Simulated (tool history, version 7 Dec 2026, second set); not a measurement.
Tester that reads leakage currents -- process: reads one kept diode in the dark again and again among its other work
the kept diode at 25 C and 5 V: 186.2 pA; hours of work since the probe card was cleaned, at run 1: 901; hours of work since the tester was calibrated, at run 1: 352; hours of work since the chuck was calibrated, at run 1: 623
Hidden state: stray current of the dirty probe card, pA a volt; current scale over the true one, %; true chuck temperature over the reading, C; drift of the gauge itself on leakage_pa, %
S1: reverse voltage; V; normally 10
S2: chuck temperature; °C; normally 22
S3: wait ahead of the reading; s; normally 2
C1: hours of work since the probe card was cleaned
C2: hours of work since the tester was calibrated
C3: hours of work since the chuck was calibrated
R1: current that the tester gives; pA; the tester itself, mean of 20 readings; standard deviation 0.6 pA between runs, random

run	hour	S1	S2	S3	C1	C2	C3	R1
1	0	10	22	2	901	352	623	198.5
2	32.1	10	22	2	918	369	639	198.97
3	56.5	10	22	2	930	382	652	199.86
4	71.1	8.9	22	2	938	389	660	188.19
5	86.1	8.9	22	2	946	397	668	187.08
6	114.8	8.9	22	2	961	412	683	187.95
7	144.5	10	22	2.47	976	428	698	199.9
8	161.6	3.9	22	2.47	985	436	707	124.41
9	176.6	3.9	22	2.47	993	444	715	124.66
10	202.1	3.9	22	2.47	1007	458	728	124.31
11	220.2	3.9	22	2.47	1016	467	738	125.15
12	251.6	3.5	22	2	1032	484	754	118.6
13	275.1	3.5	22	2	1045	496	766	118.04
14	294.5	3.5	22	2	1055	506	777	118.04
15	318.5	3.5	22	2	1067	519	789	118.24
16	347.2	3.5	22	2	1082	534	804	117.8
17	364.1	3.5	22	0.47	1091	542	813	119.02
18	379.1	3.5	22	0.47	1099	550	821	119.09
19	399.6	2.3	20	0.49	1110	561	831	80.15
20	412.6	2.9	22	0.49	1117	568	838	108.39
21	438.6	2.9	55	0.49	1130	581	852	1732.58
22	467	1.7	55	0.49	1145	596	867	1329.97
23	493.1	2.1	46	0.49	1159	610	880	729.79
24	511.8	1.9	38	9.03	1168	620	890	359.65
25	542.7	13.1	22	2	1185	636	906	228.79
26	562	7.7	20	2.41	1195	646	916	144.46
27	575.2	9.2	56	2	1202	653	923	3315.86
28	602.9	14.1	44	2.68	1216	667	938	1602.34
29	634.4	10	57	9.88	1233	684	954	3716.15
30	651.5	10	55	2.85	1241	693	963	3205.35
31	673.3	10	55	2.85	1253	704	975	3187.07
32	704.4	3.1	23	1.27	1269	720	991	122.33
33	722.3	2.2	39	1.27	1279	730	1000	422.53
34	749.7	9.3	49	4.95	1293	744	1015	1945.14
35	767.9	9.3	49	4.95	1302	753	1024	1939.54
36	783.2	10	22	4.3	1310	762	1032	198.88

Predict each of these 3 candidate next runs independently; none follows another, all start after run 36:
A	811.4	2	22	0.57	1325	776	1047	?
B	811.4	10	31	1.81	1325	776	1047	?
C	811.4	3	54	1.72	1325	776	1047	?

run	R1
A	89.89
B	451.31
C	1626.58
Stripped of hidden state, with their random variation kept, the same runs would have yielded:
run	R1
A	90.07
B	452.16
C	1629.33
